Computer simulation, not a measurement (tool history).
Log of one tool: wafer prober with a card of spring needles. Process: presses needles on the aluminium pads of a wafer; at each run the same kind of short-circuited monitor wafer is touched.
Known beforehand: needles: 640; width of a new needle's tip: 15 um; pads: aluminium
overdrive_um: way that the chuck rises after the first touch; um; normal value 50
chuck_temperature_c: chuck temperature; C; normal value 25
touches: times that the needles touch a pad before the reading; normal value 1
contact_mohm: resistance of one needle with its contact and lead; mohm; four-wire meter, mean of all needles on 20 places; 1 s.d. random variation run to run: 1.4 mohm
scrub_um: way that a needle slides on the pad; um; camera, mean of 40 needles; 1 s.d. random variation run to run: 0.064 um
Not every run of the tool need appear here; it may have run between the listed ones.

run	hour	overdrive_um	chuck_temperature_c	touches	contact_mohm	scrub_um
1	0.0	50	25	1	149	10.45
2	33.9	50	25	1	269	10.47
# hour 37.6: tips cleaned on abrasive film
3	67.9	50	25	1	262	10.53
# hour 76.6: tips cleaned on abrasive film
4	97.4	50	25	1	239	10.43
# hour 115.4: tips cleaned on abrasive film
5	138.5	50	25	2	199	10.40
# hour 153.3: tips cleaned on abrasive film
6	171.8	50	25	2	194	10.35
# hour 191.3: tips cleaned on abrasive film
7	195.8	50	25	2	152	10.38
# hour 229.3: tips cleaned on abrasive film
8	229.3	50	25	2	124	10.35
9	264.4	50	25	1	269	10.26
# hour 267.8: tips cleaned on abrasive film
10	287.4	50	25	2	191	10.33
# hour 305.8: tips cleaned on abrasive film
11	312.3	50	25	2	162	10.22
12	339.9	50	25	2	211	10.35
# hour 342.1: tips cleaned on abrasive film
# hour 379.4: tips cleaned on abrasive film
13	379.4	50	25	2	126	10.12
# hour 415.4: tips cleaned on abrasive film
14	415.4	50	25	2	127	10.09
15	448.0	50	52	1	271	10.12
# hour 453.5: tips cleaned on abrasive film
16	464.9	37	52	1	289	7.31
# hour 490.2: tips cleaned on abrasive film
17	491.3	38	81	2	166	7.51
# hour 526.8: tips cleaned on abrasive film
18	530.9	47	77	1	178	9.53
19	553.4	47	77	1	282	9.44
# hour 563.9: tips cleaned on abrasive film
20	582.7	39	67	1	318	7.62
# hour 601.2: tips cleaned on abrasive film
21	606.7	50	26	3	148	9.97
# hour 638.0: tips cleaned on abrasive film
22	638.0	50	69	1	136	10.04
23	663.6	45	47	2	230	9.00
# hour 674.6: tips cleaned on abrasive film
# hour 703.1: height of the first contact set anew
24	703.1	45	47	2	219	9.61
# hour 710.8: tips cleaned on abrasive film
25	721.8	41	81	1	250	8.86
# hour 749.0: tips cleaned on abrasive film
26	759.2	50	115	2	178	10.66
27	781.9	35	87	2	284	7.40
# hour 785.4: tips cleaned on abrasive film
28	800.1	50	59	2	192	10.77
# hour 822.0: tips cleaned on abrasive film
29	833.3	32	53	2	259	6.79
# hour 860.7: tips cleaned on abrasive film
30	864.9	53	51	1	167	11.36
# hour 897.3: tips cleaned on abrasive film
31	906.1	69	25	2	144	14.78
32	924.2	38	25	2	262	8.05

5 ways to go on from here, each from the tool as it stands after run 32. What would each give?
# hour 933.8: tips cleaned on abrasive film
A	949.7	39	89	1	?	?
# hour 933.8: tips cleaned on abrasive film
B	949.7	32	113	2	?	?
# hour 933.8: tips cleaned on abrasive film
C	949.7	38	93	2	?	?
# hour 933.8: tips cleaned on abrasive film
D	949.7	41	25	1	?	?
# hour 933.8: tips cleaned on abrasive film
E	949.7	50	67	1	?	?

run	contact_mohm	scrub_um
A	309	8.27
B	290	6.72
C	244	7.95
D	294	8.61
E	245	10.62
Stripped of hidden state, with their random variation kept, the same runs would have yielded:
run	contact_mohm	scrub_um
A	136	8.43
B	146	6.88
C	136	8.11
D	121	8.76
E	128	10.77

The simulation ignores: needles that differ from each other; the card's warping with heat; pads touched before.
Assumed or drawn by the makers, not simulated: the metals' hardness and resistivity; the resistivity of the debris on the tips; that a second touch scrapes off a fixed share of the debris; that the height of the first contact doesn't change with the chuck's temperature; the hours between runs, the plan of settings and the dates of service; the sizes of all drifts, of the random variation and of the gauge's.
